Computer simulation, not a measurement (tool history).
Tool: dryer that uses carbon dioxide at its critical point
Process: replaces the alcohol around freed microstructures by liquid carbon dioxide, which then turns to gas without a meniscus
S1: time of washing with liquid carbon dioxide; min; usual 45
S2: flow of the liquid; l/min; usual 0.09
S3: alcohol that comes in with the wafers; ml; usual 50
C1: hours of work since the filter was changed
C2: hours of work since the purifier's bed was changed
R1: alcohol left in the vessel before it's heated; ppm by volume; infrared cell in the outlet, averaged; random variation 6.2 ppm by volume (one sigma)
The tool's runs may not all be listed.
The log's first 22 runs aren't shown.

{"run": 23, "hour": 1186.5, "S1": 31, "S2": 0.0973, "S3": 94, "C1": 68, "C2": 70, "R1": 2898}
{"run": 24, "hour": 1221.4, "S1": 28, "S2": 0.0584, "S3": 96, "C1": 81, "C2": 82, "R1": 21689}
{"run": 25, "hour": 1272.3, "S1": 65, "S2": 0.0759, "S3": 55, "C1": 99, "C2": 101, "R1": 207}
{"run": 26, "hour": 1322.6, "S1": 65, "S2": 0.0759, "S3": 55, "C1": 117, "C2": 119, "R1": 242}
{"run": 27, "hour": 1383.8, "S1": 65, "S2": 0.0759, "S3": 49, "C1": 140, "C2": 142, "R1": 260}
{"hour": 1437.5, "done": "inlet filter changed"}
{"run": 28, "hour": 1446.1, "S1": 35, "S2": 0.0829, "S3": 49, "C1": 3, "C2": 164, "R1": 1407}
{"run": 29, "hour": 1486.0, "S1": 30, "S2": 0.0965, "S3": 59, "C1": 18, "C2": 178, "R1": 1793}
{"run": 30, "hour": 1542.8, "S1": 36, "S2": 0.1368, "S3": 72, "C1": 38, "C2": 199, "R1": 169}
{"run": 31, "hour": 1596.0, "S1": 35, "S2": 0.0654, "S3": 54, "C1": 58, "C2": 219, "R1": 4646}
{"run": 32, "hour": 1643.4, "S1": 28, "S2": 0.09, "S3": 32, "C1": 75, "C2": 236, "R1": 2084}
{"run": 33, "hour": 1688.8, "S1": 28, "S2": 0.0635, "S3": 27, "C1": 92, "C2": 252, "R1": 5347}
{"run": 34, "hour": 1733.2, "S1": 28, "S2": 0.0635, "S3": 27, "C1": 108, "C2": 269, "R1": 5438}
{"run": 35, "hour": 1798.4, "S1": 67, "S2": 0.0588, "S3": 32, "C1": 131, "C2": 292, "R1": 529}
{"run": 36, "hour": 1863.6, "S1": 67, "S2": 0.0588, "S3": 32, "C1": 155, "C2": 316, "R1": 611}
{"hour": 1874.1, "done": "inlet filter changed"}
{"run": 37, "hour": 1899.4, "S1": 67, "S2": 0.0588, "S3": 21, "C1": 9, "C2": 329, "R1": 223}
{"run": 38, "hour": 1948.5, "S1": 67, "S2": 0.0588, "S3": 21, "C1": 27, "C2": 347, "R1": 248}
{"run": 39, "hour": 2012.0, "S1": 36, "S2": 0.135, "S3": 27, "C1": 50, "C2": 370, "R1": 146}
{"run": 40, "hour": 2076.2, "S1": 40, "S2": 0.0831, "S3": 78, "C1": 74, "C2": 393, "R1": 1793}

4 ways to go on from here, each from the tool as it stands after run 40. What would each give?
{"run": "A", "hour": 2116.4, "S1": 33, "S2": 0.0719, "S3": 50, "C1": 88, "C2": 408, "R1": "?"}
{"run": "B", "hour": 2116.4, "S1": 34, "S2": 0.069, "S3": 43, "C1": 88, "C2": 408, "R1": "?"}
{"run": "C", "hour": 2116.4, "S1": 45, "S2": 0.1495, "S3": 59, "C1": 88, "C2": 408, "R1": "?"}
{"run": "D", "hour": 2116.4, "S1": 40, "S2": 0.0831, "S3": 92, "C1": 88, "C2": 408, "R1": "?"}

run=A R1=4343
run=B R1=4077
run=C R1=122
run=D R1=2237
Without the tool's hidden state the same runs would have given:
run=A R1=2970
run=B R1=2800
run=C R1=12
run=D R1=1295

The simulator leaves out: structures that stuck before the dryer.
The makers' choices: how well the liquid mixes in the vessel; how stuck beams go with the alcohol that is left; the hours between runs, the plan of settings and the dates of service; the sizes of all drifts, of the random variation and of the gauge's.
